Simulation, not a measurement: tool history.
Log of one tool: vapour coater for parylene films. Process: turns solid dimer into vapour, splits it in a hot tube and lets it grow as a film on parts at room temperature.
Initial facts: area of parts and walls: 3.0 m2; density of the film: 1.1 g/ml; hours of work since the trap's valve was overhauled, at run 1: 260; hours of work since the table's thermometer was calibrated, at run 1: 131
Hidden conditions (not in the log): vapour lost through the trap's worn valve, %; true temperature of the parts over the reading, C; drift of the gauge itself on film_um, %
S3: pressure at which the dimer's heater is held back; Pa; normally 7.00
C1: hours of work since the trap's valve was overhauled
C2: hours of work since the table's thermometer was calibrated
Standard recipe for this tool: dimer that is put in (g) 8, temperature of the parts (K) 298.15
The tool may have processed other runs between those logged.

run 1 hour=0.0 | dimer_that_is_put_in_(g)=8 temperature_of_the_parts_(K)=298.15 S3=7.00 | C1=260 C2=131 | thickness_of_the_film_(um)=1.26
run 2 hour=24.9 | dimer_that_is_put_in_(g)=8 temperature_of_the_parts_(K)=298.15 S3=7.00 | C1=274 C2=145 | thickness_of_the_film_(um)=1.26
run 3 hour=37.6 | dimer_that_is_put_in_(g)=8 temperature_of_the_parts_(K)=298.15 S3=3.07 | C1=281 C2=152 | thickness_of_the_film_(um)=1.32
run 4 hour=57.0 | dimer_that_is_put_in_(g)=8 temperature_of_the_parts_(K)=298.15 S3=3.07 | C1=291 C2=163 | thickness_of_the_film_(um)=1.32
run 5 hour=73.7 | dimer_that_is_put_in_(g)=8 temperature_of_the_parts_(K)=298.15 S3=3.07 | C1=301 C2=172 | thickness_of_the_film_(um)=1.33
run 6 hour=90.3 | dimer_that_is_put_in_(g)=8 temperature_of_the_parts_(K)=306.15 S3=7.00 | C1=310 C2=182 | thickness_of_the_film_(um)=0.98
-- hour=93.6 table's thermometer calibrated
run 7 hour=114.9 | dimer_that_is_put_in_(g)=8 temperature_of_the_parts_(K)=298.15 S3=7.00 | C1=323 C2=12 | thickness_of_the_film_(um)=1.25
run 8 hour=130.2 | dimer_that_is_put_in_(g)=8 temperature_of_the_parts_(K)=298.15 S3=7.00 | C1=332 C2=20 | thickness_of_the_film_(um)=1.29
run 9 hour=146.6 | dimer_that_is_put_in_(g)=8 temperature_of_the_parts_(K)=298.15 S3=7.00 | C1=341 C2=29 | thickness_of_the_film_(um)=1.27
run 10 hour=158.4 | dimer_that_is_put_in_(g)=8 temperature_of_the_parts_(K)=298.15 S3=7.00 | C1=347 C2=36 | thickness_of_the_film_(um)=1.24
run 11 hour=170.5 | dimer_that_is_put_in_(g)=11 temperature_of_the_parts_(K)=292.15 S3=6.44 | C1=354 C2=43 | thickness_of_the_film_(um)=2.07
-- hour=193.1 table's thermometer calibrated, once more
run 12 hour=195.0 | dimer_that_is_put_in_(g)=11 temperature_of_the_parts_(K)=292.15 S3=6.44 | C1=367 C2=1 | thickness_of_the_film_(um)=2.06
run 13 hour=207.8 | dimer_that_is_put_in_(g)=8 temperature_of_the_parts_(K)=291.15 S3=7.00 | C1=374 C2=8 | thickness_of_the_film_(um)=1.54
run 14 hour=233.8 | dimer_that_is_put_in_(g)=10 temperature_of_the_parts_(K)=291.15 S3=4.99 | C1=389 C2=23 | thickness_of_the_film_(um)=1.96
run 15 hour=247.0 | dimer_that_is_put_in_(g)=14 temperature_of_the_parts_(K)=294.15 S3=3.45 | C1=396 C2=30 | thickness_of_the_film_(um)=2.58
run 16 hour=273.8 | dimer_that_is_put_in_(g)=14 temperature_of_the_parts_(K)=294.15 S3=3.45 | C1=411 C2=45 | thickness_of_the_film_(um)=2.58
run 17 hour=294.0 | dimer_that_is_put_in_(g)=14 temperature_of_the_parts_(K)=294.15 S3=3.45 | C1=422 C2=56 | thickness_of_the_film_(um)=2.55
run 18 hour=318.2 | dimer_that_is_put_in_(g)=14 temperature_of_the_parts_(K)=294.15 S3=3.45 | C1=436 C2=70 | thickness_of_the_film_(um)=2.54
run 19 hour=336.1 | dimer_that_is_put_in_(g)=14 temperature_of_the_parts_(K)=294.15 S3=3.45 | C1=446 C2=80 | thickness_of_the_film_(um)=2.56

What if the next run were any one of these 5? Each begins from the tool's condition after run 19:
run A hour=359.0 | dimer_that_is_put_in_(g)=11 temperature_of_the_parts_(K)=294.15 S3=3.45 | C1=458 C2=92 | thickness_of_the_film_(um)=?
run B hour=359.0 | dimer_that_is_put_in_(g)=5 temperature_of_the_parts_(K)=294.15 S3=8.22 | C1=458 C2=92 | thickness_of_the_film_(um)=?
run C hour=359.0 | dimer_that_is_put_in_(g)=8 temperature_of_the_parts_(K)=304.15 S3=7.44 | C1=458 C2=92 | thickness_of_the_film_(um)=?
run D hour=359.0 | dimer_that_is_put_in_(g)=6 temperature_of_the_parts_(K)=297.15 S3=7.00 | C1=458 C2=92 | thickness_of_the_film_(um)=?
run E hour=359.0 | dimer_that_is_put_in_(g)=4 temperature_of_the_parts_(K)=298.15 S3=2.97 | C1=458 C2=92 | thickness_of_the_film_(um)=?

run=A thickness_of_the_film_(um)=2.00
run=B thickness_of_the_film_(um)=0.87
run=C thickness_of_the_film_(um)=1.02
run=D thickness_of_the_film_(um)=0.95
run=E thickness_of_the_film_(um)=0.66
Stripped of hidden state, with their random variation kept, the same runs would have yielded:
run=A thickness_of_the_film_(um)=2.13
run=B thickness_of_the_film_(um)=0.92
run=C thickness_of_the_film_(um)=1.09
run=D thickness_of_the_film_(um)=1.01
run=E thickness_of_the_film_(um)=0.70

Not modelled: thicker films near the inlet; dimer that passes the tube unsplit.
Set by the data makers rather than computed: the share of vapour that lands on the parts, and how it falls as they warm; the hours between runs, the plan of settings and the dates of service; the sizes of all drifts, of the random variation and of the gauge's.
